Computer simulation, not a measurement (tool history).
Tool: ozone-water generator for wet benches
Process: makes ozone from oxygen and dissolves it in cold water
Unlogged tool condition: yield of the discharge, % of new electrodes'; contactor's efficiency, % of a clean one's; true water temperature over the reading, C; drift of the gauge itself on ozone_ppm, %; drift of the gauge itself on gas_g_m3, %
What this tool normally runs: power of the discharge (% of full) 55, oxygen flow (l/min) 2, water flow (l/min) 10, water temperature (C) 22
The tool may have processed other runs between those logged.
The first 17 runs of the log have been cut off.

run,hour,power of the discharge (% of full),oxygen flow (l/min),water flow (l/min),water temperature (C),hours of work since the electrodes were changed,hours of work since the contactor was cleaned,hours of work since the thermometer was calibrated,dissolved ozone (ppm),ozone in the gas ahead of the water (g/m3)
18,2706.1,55,2,10,22,5126,5422,4227,17.6,178.8
19,2872.3,55,1.4,9,20,5251,5547,4352,19.3,208.8
20,3079.8,55,1.41,9,20,5408,5704,4508,18.9,208.4
21,3169.9,55,2.19,10,22,5476,5771,4576,18,172.9
22,3262.6,69,1.93,13,20,5546,5841,4646,16.4,210
23,3426.8,74,2,7,22,5669,5965,4770,28.4,217.7
24,3606.6,74,1.43,15,23,5805,6101,4905,13.3,251
25,3764,42,1.43,12,23,5923,6219,5024,11.9,171.9
26,3912.3,55,2,11,22,6035,6331,5136,16.3,179.6
27,4114.1,82,2.19,10,22,6187,6483,5288,23.2,220.2
28,4303.8,82,2.19,10,22,6330,6626,5431,23.7,221
29,4428.8,82,2.19,11,22,6424,6720,5525,21.8,216.7
# hour 4457.2: water thermometer calibrated
30,4554.2,82,2.19,11,22,6519,6814,73,21.6,219.8
31,4655.5,76,2,10,22,6595,6891,149,22.1,216.6
32,4807.7,76,2,10,30,6710,7005,264,19.8,217.1
33,4991,76,2,10,30,6848,7144,402,19.7,215.2
34,5136.4,82,2,12,15,6957,7253,512,21.2,228.5

What if the next run were any one of these 3? Each begins from the tool's condition after run 34:
A,5303.1,48,2,10,22,7083,7379,638,?,?
B,5303.1,82,3.34,12,15,7083,7379,638,?,?
C,5303.1,79,1.75,6,22,7083,7379,638,?,?

run,dissolved ozone (ppm),ozone in the gas ahead of the water (g/m3)
A,16.6,159.9
B,23,179.6
C,33,233.3
Had the tool no hidden state, the same runs would have come out as:
run,dissolved ozone (ppm),ozone in the gas ahead of the water (g/m3)
A,16.6,165.7
B,23.1,186.1
C,33,241.9
